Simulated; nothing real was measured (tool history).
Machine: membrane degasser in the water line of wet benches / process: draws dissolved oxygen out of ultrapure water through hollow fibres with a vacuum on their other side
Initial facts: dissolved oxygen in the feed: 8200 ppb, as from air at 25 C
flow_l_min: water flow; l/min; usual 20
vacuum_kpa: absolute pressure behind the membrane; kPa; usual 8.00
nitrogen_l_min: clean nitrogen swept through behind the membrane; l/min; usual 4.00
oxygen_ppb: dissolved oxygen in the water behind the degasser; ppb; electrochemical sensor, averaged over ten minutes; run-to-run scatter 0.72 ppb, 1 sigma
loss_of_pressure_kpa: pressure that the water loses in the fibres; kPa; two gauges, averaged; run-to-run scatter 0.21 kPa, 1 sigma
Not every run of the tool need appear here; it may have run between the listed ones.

run,hour,flow_l_min,vacuum_kpa,nitrogen_l_min,oxygen_ppb,loss_of_pressure_kpa
1,0.0,20,8.00,4.00,71.1,50.20
2,67.7,20,8.00,4.00,72.8,50.55
3,145.2,20,18.34,4.00,196.7,50.35
4,183.2,20,8.00,4.00,72.2,50.13
5,263.3,20,8.00,4.00,72.1,50.36
6,328.9,20,8.00,4.00,72.1,50.57
7,388.2,20,8.00,4.00,71.9,50.24
8,439.1,20,8.00,4.00,71.5,50.07
# hour 497.1: seals of the vacuum lines changed
9,508.4,20,8.00,4.00,72.2,50.27
10,576.4,20,8.00,4.00,70.3,50.88
11,613.8,20,8.00,4.00,69.2,50.61
12,671.9,14,4.85,8.53,11.4,35.60
13,707.7,13,6.48,4.00,32.3,32.55
14,785.8,13,6.48,4.00,31.6,32.48
15,846.4,13,6.48,4.00,32.4,32.94
16,900.1,20,8.53,2.32,120.4,50.95
17,962.4,26,14.36,2.32,307.5,65.93
18,1032.2,26,14.36,2.32,307.7,65.99
19,1071.6,26,14.36,2.32,310.4,65.94
20,1139.2,24,12.25,1.74,303.4,61.51
21,1205.9,24,12.25,1.74,308.2,60.87
22,1253.7,24,17.73,6.04,155.8,60.70

Consider 5 possible next runs. They are alternatives, not a sequence: every one starts from the tool as it was left by run 22. What does each give?
A,1314.7,18,10.62,10.54,?,?
B,1314.7,26,13.21,4.00,?,?
C,1314.7,13,17.73,1.65,?,?
D,1314.7,31,8.55,6.04,?,?
E,1314.7,17,6.42,7.50,?,?

run,oxygen_ppb,loss_of_pressure_kpa
A,39.9,45.47
B,171.9,66.01
C,274.7,33.00
D,91.8,78.71
E,25.8,43.13
The same runs, with their run-to-run variation unchanged, on a tool lacking any hidden condition would have given:
run,oxygen_ppb,loss_of_pressure_kpa
A,37.0,44.36
B,163.7,64.40
C,266.1,32.19
D,84.0,76.79
E,22.6,42.08

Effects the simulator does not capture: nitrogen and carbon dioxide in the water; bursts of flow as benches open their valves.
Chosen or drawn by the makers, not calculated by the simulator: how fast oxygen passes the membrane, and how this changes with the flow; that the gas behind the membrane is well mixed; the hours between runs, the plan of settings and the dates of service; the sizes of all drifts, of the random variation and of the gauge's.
